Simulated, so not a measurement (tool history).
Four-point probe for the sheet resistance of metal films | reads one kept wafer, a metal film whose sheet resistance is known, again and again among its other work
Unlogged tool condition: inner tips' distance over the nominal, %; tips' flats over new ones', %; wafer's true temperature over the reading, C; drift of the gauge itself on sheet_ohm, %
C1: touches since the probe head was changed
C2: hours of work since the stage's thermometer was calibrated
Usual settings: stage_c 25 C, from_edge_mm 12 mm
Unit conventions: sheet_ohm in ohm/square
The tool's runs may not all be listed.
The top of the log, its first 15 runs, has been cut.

{"run": 16, "hour": 294.3, "stage_c": 25, "from_edge_mm": 12, "C1": 1099, "C2": 408, "sheet_ohm": 0.076342}
{"run": 17, "hour": 313.2, "stage_c": 25, "from_edge_mm": 12, "C1": 1596, "C2": 416, "sheet_ohm": 0.076358}
{"run": 18, "hour": 325.9, "stage_c": 25, "from_edge_mm": 12, "C1": 1930, "C2": 422, "sheet_ohm": 0.076368}
{"run": 19, "hour": 343.1, "stage_c": 25, "from_edge_mm": 12, "C1": 2380, "C2": 429, "sheet_ohm": 0.076369}
{"run": 20, "hour": 360.4, "stage_c": 25, "from_edge_mm": 12, "C1": 2833, "C2": 437, "sheet_ohm": 0.076384}
{"run": 21, "hour": 371.2, "stage_c": 25, "from_edge_mm": 12, "C1": 3116, "C2": 442, "sheet_ohm": 0.076408}
{"run": 22, "hour": 385.0, "stage_c": 25, "from_edge_mm": 12, "C1": 3480, "C2": 448, "sheet_ohm": 0.076386}
{"run": 23, "hour": 398.4, "stage_c": 27, "from_edge_mm": 12, "C1": 3832, "C2": 453, "sheet_ohm": 0.076385}
{"run": 24, "hour": 413.9, "stage_c": 19, "from_edge_mm": 61, "C1": 4236, "C2": 460, "sheet_ohm": 0.076323}
{"run": 25, "hour": 424.9, "stage_c": 20, "from_edge_mm": 43, "C1": 4526, "C2": 465, "sheet_ohm": 0.076338}
{"run": 26, "hour": 443.7, "stage_c": 25, "from_edge_mm": 7, "C1": 5020, "C2": 473, "sheet_ohm": 0.076506}
{"run": 27, "hour": 456.8, "stage_c": 25, "from_edge_mm": 7, "C1": 5364, "C2": 479, "sheet_ohm": 0.07652}
{"run": 28, "hour": 475.1, "stage_c": 25, "from_edge_mm": 7, "C1": 5843, "C2": 487, "sheet_ohm": 0.076513}
{"hour": 477.1, "done": "stage's thermometer calibrated"}
{"run": 29, "hour": 497.7, "stage_c": 28, "from_edge_mm": 58, "C1": 6424, "C2": 9, "sheet_ohm": 0.076328}
{"run": 30, "hour": 512.0, "stage_c": 27, "from_edge_mm": 18, "C1": 6799, "C2": 15, "sheet_ohm": 0.076368}
{"hour": 514.4, "done": "stage's thermometer calibrated, once more"}
{"run": 31, "hour": 535.9, "stage_c": 27, "from_edge_mm": 18, "C1": 7412, "C2": 9, "sheet_ohm": 0.07631}
{"run": 32, "hour": 562.1, "stage_c": 33, "from_edge_mm": 26, "C1": 8101, "C2": 21, "sheet_ohm": 0.076258}
{"run": 33, "hour": 576.0, "stage_c": 33, "from_edge_mm": 26, "C1": 8464, "C2": 27, "sheet_ohm": 0.076256}
{"run": 34, "hour": 596.5, "stage_c": 35, "from_edge_mm": 32, "C1": 9003, "C2": 36, "sheet_ohm": 0.076284}
{"run": 35, "hour": 621.6, "stage_c": 28, "from_edge_mm": 19, "C1": 9661, "C2": 47, "sheet_ohm": 0.076317}

What will run 36 give?
{"run": 36, "hour": 643.2, "stage_c": 28, "from_edge_mm": 19, "C1": 10227, "C2": 56, "sheet_ohm": "?"}

sheet_ohm: 0.076303 ohm/square
With the hidden condition absent and the run-to-run variation left alone, this run would have shown sheet_ohm 0.076506 ohm/square.

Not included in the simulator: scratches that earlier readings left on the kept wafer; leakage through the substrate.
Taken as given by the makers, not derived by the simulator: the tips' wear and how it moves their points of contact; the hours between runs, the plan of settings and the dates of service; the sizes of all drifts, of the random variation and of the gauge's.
